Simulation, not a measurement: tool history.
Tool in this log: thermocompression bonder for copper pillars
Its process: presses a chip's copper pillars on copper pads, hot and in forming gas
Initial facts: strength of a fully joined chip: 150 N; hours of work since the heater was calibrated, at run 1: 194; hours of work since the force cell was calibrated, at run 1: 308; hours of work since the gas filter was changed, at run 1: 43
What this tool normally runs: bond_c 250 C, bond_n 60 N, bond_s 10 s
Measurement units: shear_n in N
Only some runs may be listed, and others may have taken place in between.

| run | hour | bond_c | bond_n | bond_s | hours of work since the heater was calibrated | hours of work since the force cell was calibrated | hours of work since the gas filter was changed | shear_n |
|---|---|---|---|---|---|---|---|---|
| 1 | 0 | 250 | 60 | 10 | 194 | 308 | 43 | 74.8 |
| 2 | 18.5 | 250 | 60 | 10 | 202 | 315 | 51 | 76.1 |
| 3 | 40.5 | 250 | 60 | 10 | 211 | 324 | 60 | 76.7 |
| 4 | 54.3 | 250 | 60 | 10 | 217 | 330 | 65 | 77.2 |
| 5 | 73.3 | 250 | 60 | 22 | 224 | 338 | 73 | 98.2 |
| 6 | 97.4 | 252 | 60 | 22 | 234 | 347 | 83 | 98.1 |
| 7 | 107.7 | 252 | 86 | 22 | 238 | 352 | 87 | 111.8 |
| 8 | 123.7 | 252 | 86 | 22 | 245 | 358 | 93 | 112.9 |
| 9 | 147.3 | 252 | 86 | 22 | 254 | 368 | 103 | 112.7 |
| 10 | 163 | 250 | 60 | 10 | 261 | 374 | 109 | 76.8 |
| 11 | 182.3 | 262 | 60 | 13 | 268 | 382 | 117 | 92.3 |
| 12 | 197.7 | 255 | 60 | 29 | 275 | 388 | 123 | 108.2 |
| 13 | 207.8 | 255 | 67 | 17 | 279 | 392 | 127 | 99.3 |
| 14 | 228.4 | 255 | 67 | 17 | 287 | 400 | 136 | 99.5 |
| 15 | 242.9 | 255 | 72 | 19 | 293 | 406 | 142 | 102.9 |
| 16 | 253.9 | 255 | 42 | 22 | 297 | 411 | 146 | 86.6 |
| 17 | 270.4 | 224 | 64 | 26 | 304 | 418 | 153 | 81.9 |

What does the tool deliver on the next run?
| 18 | 290.4 | 238 | 72 | 10 | 312 | 426 | 161 | ? |

{"run 18": {"shear_n": 73.5}}
Without the tool's hidden state the same run would have given shear_n 74 N.
